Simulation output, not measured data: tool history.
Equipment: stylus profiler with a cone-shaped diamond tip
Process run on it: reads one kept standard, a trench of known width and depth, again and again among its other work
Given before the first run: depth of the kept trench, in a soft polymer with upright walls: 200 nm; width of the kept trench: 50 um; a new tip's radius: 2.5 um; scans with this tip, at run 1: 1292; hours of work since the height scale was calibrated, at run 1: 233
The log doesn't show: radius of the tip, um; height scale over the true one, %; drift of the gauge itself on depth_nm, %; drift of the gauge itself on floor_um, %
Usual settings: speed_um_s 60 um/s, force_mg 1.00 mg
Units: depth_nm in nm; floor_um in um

| run | hour | speed_um_s | force_mg | scans with this tip | hours of work since the height scale was calibrated | depth_nm | floor_um |
|---|---|---|---|---|---|---|---|
| 1 | 0.0 | 60 | 1.00 | 1292 | 233 | 201.18 | 47.38 |
| 2 | 10.4 | 60 | 1.08 | 1316 | 237 | 200.75 | 47.44 |
| 3 | 23.3 | 60 | 1.08 | 1346 | 242 | 200.89 | 47.42 |
| 4 | 34.1 | 60 | 0.87 | 1371 | 247 | 200.74 | 47.33 |
| 5 | 45.7 | 60 | 1.18 | 1398 | 252 | 201.06 | 47.44 |
| 6 | 55.0 | 60 | 1.00 | 1420 | 255 | 200.69 | 47.42 |
| 7 | 64.5 | 60 | 1.00 | 1442 | 259 | 200.67 | 47.37 |
| 8 | 71.3 | 60 | 1.00 | 1458 | 262 | 200.84 | 47.40 |
| 9 | 80.1 | 60 | 1.00 | 1478 | 266 | 200.91 | 47.40 |
| 10 | 91.7 | 59 | 1.00 | 1505 | 271 | 200.70 | 47.45 |
| 11 | 100.7 | 60 | 0.40 | 1526 | 275 | 200.40 | 47.08 |
| 12 | 111.2 | 60 | 0.53 | 1550 | 279 | 200.33 | 47.19 |
| 13 | 125.3 | 60 | 0.53 | 1583 | 285 | 200.44 | 47.15 |
| 14 | 135.6 | 60 | 0.53 | 1607 | 289 | 200.45 | 47.19 |
| 15 | 148.5 | 60 | 2.62 | 1637 | 294 | 201.87 | 47.61 |
| 16 | 160.5 | 60 | 2.62 | 1665 | 300 | 201.72 | 47.62 |
| 17 | 168.4 | 60 | 0.38 | 1683 | 303 | 200.56 | 47.01 |
| 18 | 183.9 | 60 | 0.40 | 1719 | 309 | 200.37 | 47.02 |
| 19 | 199.2 | 60 | 0.40 | 1754 | 316 | 200.30 | 47.01 |
| 20 | 206.3 | 60 | 1.19 | 1771 | 319 | 200.88 | 47.46 |
| 21 | 214.6 | 60 | 2.01 | 1790 | 322 | 201.63 | 47.55 |
| 22 | 222.2 | 60 | 2.01 | 1808 | 325 | 201.33 | 47.53 |
| 23 | 230.6 | 60 | 1.00 | 1827 | 329 | 200.88 | 47.40 |
| 24 | 243.5 | 20 | 1.98 | 1857 | 334 | 201.25 | 47.89 |
| 25 | 260.0 | 130 | 2.50 | 1895 | 341 | 201.67 | 47.15 |
| 26 | 269.2 | 70 | 0.42 | 1917 | 345 | 200.36 | 46.86 |
| 27 | 277.8 | 15 | 2.76 | 1937 | 348 | 201.71 | 47.91 |
| 28 | 290.3 | 15 | 2.76 | 1966 | 354 | 201.80 | 47.90 |
| 29 | 303.2 | 103 | 1.15 | 1996 | 359 | 200.80 | 47.01 |
| 30 | 313.7 | 170 | 2.77 | 2020 | 363 | 201.76 | 46.95 |
| 31 | 327.7 | 87 | 2.10 | 2052 | 369 | 201.30 | 47.40 |
| 32 | 340.1 | 87 | 2.10 | 2081 | 374 | 201.40 | 47.38 |
| 33 | 351.5 | 87 | 2.10 | 2108 | 379 | 201.23 | 47.42 |
| 34 | 364.2 | 21 | 2.10 | 2137 | 385 | 201.42 | 47.84 |
| 35 | 378.5 | 21 | 2.06 | 2170 | 391 | 201.35 | 47.83 |
| 36 | 389.2 | 45 | 0.79 | 2195 | 395 | 200.55 | 47.42 |
| 37 | 405.1 | 45 | 0.79 | 2232 | 402 | 200.58 | 47.42 |
| 38 | 418.7 | 45 | 0.79 | 2264 | 407 | 200.55 | 47.53 |
| 39 | 432.5 | 55 | 1.00 | 2296 | 413 | 200.68 | 47.39 |
| 40 | 442.9 | 55 | 1.00 | 2320 | 417 | 200.84 | 47.42 |
| 41 | 457.0 | 55 | 0.48 | 2353 | 423 | 200.20 | 47.12 |
| 42 | 469.2 | 55 | 0.48 | 2381 | 428 | 200.49 | 47.12 |
| 43 | 478.7 | 131 | 2.03 | 2403 | 432 | 201.31 | 47.03 |
| 44 | 491.2 | 211 | 1.21 | 2432 | 438 | 200.89 | 46.10 |
| 45 | 501.6 | 211 | 1.21 | 2456 | 442 | 200.69 | 46.10 |
| 46 | 513.1 | 17 | 0.47 | 2483 | 447 | 200.34 | 47.71 |

Here are 4 independent what-if runs from the current tool condition. What would each one return?
| A | 527.6 | 59 | 0.34 | 2516 | 453 | ? | ? |
| B | 527.6 | 115 | 0.62 | 2516 | 453 | ? | ? |
| C | 527.6 | 43 | 1.41 | 2516 | 453 | ? | ? |
| D | 527.6 | 61 | 0.40 | 2516 | 453 | ? | ? |

| run | depth_nm | floor_um |
|---|---|---|
| A | 200.06 | 46.96 |
| B | 200.32 | 46.44 |
| C | 200.98 | 47.62 |
| D | 200.30 | 46.97 |
With no hidden state in the tool, these same runs would have given:
| run | depth_nm | floor_um |
|---|---|---|
| A | 200.35 | 47.02 |
| B | 200.61 | 46.51 |
| C | 201.27 | 47.68 |
| D | 200.59 | 47.04 |

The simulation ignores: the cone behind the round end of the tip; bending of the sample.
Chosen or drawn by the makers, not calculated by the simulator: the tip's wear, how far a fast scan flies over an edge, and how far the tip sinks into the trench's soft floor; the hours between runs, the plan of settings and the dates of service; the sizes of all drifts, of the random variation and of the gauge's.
